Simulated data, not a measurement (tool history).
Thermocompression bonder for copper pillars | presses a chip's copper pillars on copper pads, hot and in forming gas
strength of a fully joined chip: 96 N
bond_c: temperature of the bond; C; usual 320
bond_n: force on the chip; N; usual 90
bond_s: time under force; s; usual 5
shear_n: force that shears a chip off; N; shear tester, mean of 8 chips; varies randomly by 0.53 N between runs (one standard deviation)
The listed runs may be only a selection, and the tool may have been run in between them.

run,hour,bond_c,bond_n,bond_s,shear_n
1,0.0,320,90,5,58.7
2,20.5,320,90,5,59.2
# hour 23.8: forming gas filter changed
3,43.2,304,90,5,56.9
4,69.6,320,90,5,65.3
5,105.7,320,107,5,69.5
6,150.5,320,107,5,68.8
7,193.0,320,107,5,68.1
8,224.0,320,107,5,67.5
9,243.1,320,60,11,62.2
10,272.3,320,126,5,71.6
11,306.8,310,97,5,59.1
12,338.5,297,90,5,49.5
13,370.7,336,90,9,74.8
14,409.7,293,98,3,41.5
15,447.8,320,111,11,75.4
16,491.1,330,135,5,73.6

3 ways to go on from here, each from the tool as it stands after run 16. What would each give?
A,511.0,330,117,5,?
B,511.0,321,105,5,?
C,511.0,303,135,9,?

run,shear_n
A,70.4
B,62.8
C,71.1
What these runs would have given with no unlogged condition in the tool:
run,shear_n
A,78.9
B,70.8
C,79.8

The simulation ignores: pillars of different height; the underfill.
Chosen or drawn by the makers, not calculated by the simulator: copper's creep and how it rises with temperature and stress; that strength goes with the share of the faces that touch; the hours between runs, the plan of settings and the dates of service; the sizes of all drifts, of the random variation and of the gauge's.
